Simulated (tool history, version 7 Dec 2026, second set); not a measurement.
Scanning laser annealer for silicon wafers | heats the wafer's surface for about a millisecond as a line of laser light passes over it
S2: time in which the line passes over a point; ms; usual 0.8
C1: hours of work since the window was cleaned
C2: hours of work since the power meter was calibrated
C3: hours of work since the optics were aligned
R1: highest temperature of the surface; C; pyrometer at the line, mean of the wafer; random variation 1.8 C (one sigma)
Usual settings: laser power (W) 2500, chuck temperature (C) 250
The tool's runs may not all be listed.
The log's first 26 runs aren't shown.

Run 27, hour 210.9: usual settings but laser power (W) 2403, S2 0.703 ms, chuck temperature (C) 281; C1 87; C2 30; C3 1076. Result: R1 895 C.
Run 28, hour 218.5: usual settings but laser power (W) 2679, S2 0.85 ms, chuck temperature (C) 247; C1 91; C2 34; C3 1080. Result: R1 1020 C.
Run 29, hour 223.3: usual settings but laser power (W) 2682, S2 0.804 ms, chuck temperature (C) 268; C1 94; C2 37; C3 1083. Result: R1 1019 C.
Run 30, hour 229.7: usual settings but laser power (W) 2682, S2 0.804 ms, chuck temperature (C) 268; C1 97; C2 40; C3 1086. Result: R1 1019 C.
Run 31, hour 240.4: usual settings but laser power (W) 2682, S2 0.804 ms, chuck temperature (C) 268; C1 103; C2 46; C3 1092. Result: R1 1017 C.
Run 32, hour 249.9: usual settings but laser power (W) 2575, S2 0.804 ms, chuck temperature (C) 230; C1 109; C2 52; C3 1097. Result: R1 947 C.
Run 33, hour 260.6: usual settings but laser power (W) 2702, S2 0.971 ms; C1 115; C2 58; C3 1103. Result: R1 1091 C.
Run 34, hour 266.4: usual settings but laser power (W) 2702, S2 0.971 ms; C1 118; C2 61; C3 1106. Result: R1 1092 C.
Run 35, hour 274.3: usual settings but laser power (W) 2702, S2 0.971 ms; C1 122; C2 65; C3 1111. Result: R1 1092 C.

3 ways to go on from here, each from the tool as it stands after run 35. What would each give?
Run A, hour 278.9: usual settings but laser power (W) 2452, S2 0.799 ms, chuck temperature (C) 218; C1 125; C2 68; C3 1113. Result: R1 ?.
Run B, hour 278.9: usual settings but laser power (W) 2461; C1 125; C2 68; C3 1113. Result: R1 ?.
Run C, hour 278.9: usual settings but laser power (W) 2330, S2 0.677 ms, chuck temperature (C) 255; C1 125; C2 68; C3 1113. Result: R1 ?.

run   R1
  A  888
  B  926
  C  829
Without the tool's hidden state the same runs would have given:
run   R1
  A  913
  B  951
  C  850
